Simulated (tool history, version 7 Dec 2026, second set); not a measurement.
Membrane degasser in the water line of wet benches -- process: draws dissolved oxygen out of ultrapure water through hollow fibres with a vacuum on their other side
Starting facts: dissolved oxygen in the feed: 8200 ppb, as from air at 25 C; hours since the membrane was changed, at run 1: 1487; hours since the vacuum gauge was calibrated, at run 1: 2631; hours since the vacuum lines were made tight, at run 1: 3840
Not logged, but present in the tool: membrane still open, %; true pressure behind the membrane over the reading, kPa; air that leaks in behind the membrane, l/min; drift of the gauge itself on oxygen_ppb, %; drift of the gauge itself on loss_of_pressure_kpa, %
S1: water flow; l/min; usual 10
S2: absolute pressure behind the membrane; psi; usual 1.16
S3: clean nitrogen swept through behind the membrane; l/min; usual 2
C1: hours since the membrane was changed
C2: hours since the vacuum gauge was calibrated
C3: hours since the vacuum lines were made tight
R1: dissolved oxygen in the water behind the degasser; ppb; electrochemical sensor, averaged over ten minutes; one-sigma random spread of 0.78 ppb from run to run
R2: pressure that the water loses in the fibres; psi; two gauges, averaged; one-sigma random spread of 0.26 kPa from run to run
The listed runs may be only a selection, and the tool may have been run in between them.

run 1 hour=0 | S1=10 S2=1.16 S3=2 | C1=1487 C2=2631 C3=3840 | R1=76.1 R2=10.042
run 2 hour=134.6 | S1=10 S2=1.16 S3=2 | C1=1622 C2=2765 C3=3975 | R1=76.1 R2=10.07
run 3 hour=337.4 | S1=10 S2=1.16 S3=2 | C1=1825 C2=2968 C3=4178 | R1=75.6 R2=10.121
run 4 hour=451.2 | S1=10 S2=1.16 S3=1.18 | C1=1939 C2=3082 C3=4292 | R1=115.9 R2=10.074
run 5 hour=606.2 | S1=10 S2=1.545 S3=2 | C1=2094 C2=3237 C3=4447 | R1=106 R2=10.147
run 6 hour=732.9 | S1=10 S2=1.545 S3=2 | C1=2220 C2=3364 C3=4573 | R1=108.6 R2=10.124
run 7 hour=857.6 | S1=10 S2=1.545 S3=2 | C1=2345 C2=3488 C3=4698 | R1=108.3 R2=10.138
run 8 hour=1003.8 | S1=10 S2=1.545 S3=2 | C1=2491 C2=3634 C3=4844 | R1=110.2 R2=10.121
run 9 hour=1112.2 | S1=10 S2=1.545 S3=2 | C1=2600 C2=3743 C3=4953 | R1=110 R2=10.173
run 10 hour=1217.2 | S1=10 S2=1.545 S3=2 | C1=2705 C2=3848 C3=5058 | R1=109.6 R2=10.121
run 11 hour=1412.2 | S1=10 S2=1.128 S3=2 | C1=2900 C2=4043 C3=5253 | R1=73.6 R2=10.218
run 12 hour=1605.1 | S1=10 S2=1.128 S3=2 | C1=3093 C2=4236 C3=5445 | R1=73.3 R2=10.247
run 13 hour=1822.5 | S1=10 S2=1.16 S3=1.96 | C1=3310 C2=4453 C3=5663 | R1=78.5 R2=10.256
run 14 hour=1932.1 | S1=6 S2=0.809 S3=5.25 | C1=3420 C2=4563 C3=5772 | R1=12.3 R2=6.209
run 15 hour=2110.6 | S1=7 S2=0.809 S3=4.08 | C1=3598 C2=4741 C3=5951 | R1=18.6 R2=7.12

Predict the results of run 16:
run 16 hour=2303.5 | S1=14 S2=2.701 S3=4.08 | C1=3791 C2=4934 C3=6144 | R1=? R2=?

For run 16 the tool returned R1 165.7 ppb, R2 14.309 psi.
Were there no unlogged condition in the tool, this run, its random variation unchanged, would have produced R1 158.1 ppb, R2 13.989 psi.
